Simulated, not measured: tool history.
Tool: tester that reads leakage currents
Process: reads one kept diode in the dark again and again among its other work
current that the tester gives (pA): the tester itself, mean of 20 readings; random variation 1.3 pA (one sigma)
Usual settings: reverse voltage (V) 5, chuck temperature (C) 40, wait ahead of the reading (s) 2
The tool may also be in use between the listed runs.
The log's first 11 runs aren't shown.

| run | day | reverse voltage (V) | chuck temperature (C) | wait ahead of the reading (s) | hours of work since the probe card was cleaned | hours of work since the tester was calibrated | hours of work since the chuck was calibrated | current that the tester gives (pA) |
|---|---|---|---|---|---|---|---|---|
| 12 | 16.796 | 3.08 | 40 | 2 | 285 | 787 | 263 | 314.57 |
| 13 | 18.054 | 5 | 40 | 2 | 299 | 801 | 278 | 401.37 |
| 14 | 19.996 | 5 | 40 | 2 | 322 | 824 | 300 | 400.3 |
| 15 | 21.208 | 3.58 | 40 | 2 | 336 | 837 | 314 | 335.29 |
| 16 | 23.175 | 3.58 | 40 | 2 | 358 | 860 | 336 | 334.48 |
| 17 | 25.096 | 5 | 40 | 2 | 380 | 882 | 358 | 391.48 |
| 18 | 26.742 | 5 | 38 | 2 | 399 | 901 | 377 | 339.4 |
| 19 | 28.504 | 5 | 38 | 2 | 419 | 921 | 398 | 337.4 |
| 20 | 30.071 | 5 | 38 | 2 | 437 | 939 | 416 | 335.79 |
| 21 | 31.867 | 5 | 38 | 2 | 458 | 960 | 436 | 334.44 |
| 22 | 33.333 | 5 | 24 | 4.59 | 475 | 976 | 453 | 115.96 |
| 23 | 35.204 | 5 | 24 | 4.59 | 496 | 998 | 474 | 115.18 |
| 24 | 36.788 | 3.93 | 24 | 1.38 | 514 | 1016 | 492 | 101.4 |
|  | 37.854 | chuck's temperature calibrated |
| 25 | 37.992 | 1.13 | 20 | 2.23 | 527 | 1029 | 2 | 44.56 |
| 26 | 38.854 | 18.21 | 37 | 0.46 | 537 | 1039 | 11 | 668.66 |
| 27 | 39.725 | 2.5 | 35 | 0.35 | 547 | 1049 | 21 | 210.18 |
| 28 | 41.2 | 4.85 | 35 | 0.35 | 564 | 1066 | 38 | 292.76 |
| 29 | 42.392 | 1.07 | 35 | 0.35 | 577 | 1079 | 52 | 134.79 |
| 30 | 44.375 | 1.07 | 35 | 0.35 | 600 | 1102 | 75 | 133.06 |
| 31 | 46.058 | 1.1 | 35 | 4.07 | 619 | 1121 | 94 | 135.21 |
| 32 | 47.083 | 2.72 | 22 | 1.87 | 631 | 1133 | 106 | 79.56 |
| 33 | 48.312 | 2.61 | 34 | 9.56 | 645 | 1147 | 120 | 193.86 |
| 34 | 49.492 | 9.95 | 28 | 6.59 | 659 | 1161 | 133 | 243.58 |
| 35 | 51.058 | 9.95 | 28 | 6.59 | 677 | 1179 | 151 | 243.13 |

3 ways to go on from here, each from the tool as it stands after run 35. What would each give?
| A | 52.738 | 7.92 | 47 | 2 | 696 | 1198 | 171 | ? |
| B | 52.738 | 1.04 | 44 | 1.89 | 696 | 1198 | 171 | ? |
| C | 52.738 | 11.85 | 25 | 0.87 | 696 | 1198 | 171 | ? |

| run | current that the tester gives (pA) |
|---|---|
| A | 841.13 |
| B | 243.42 |
| C | 210.77 |
Without the tool's hidden state the same runs would have given:
| run | current that the tester gives (pA) |
|---|---|
| A | 875.49 |
| B | 253.66 |
| C | 220.03 |
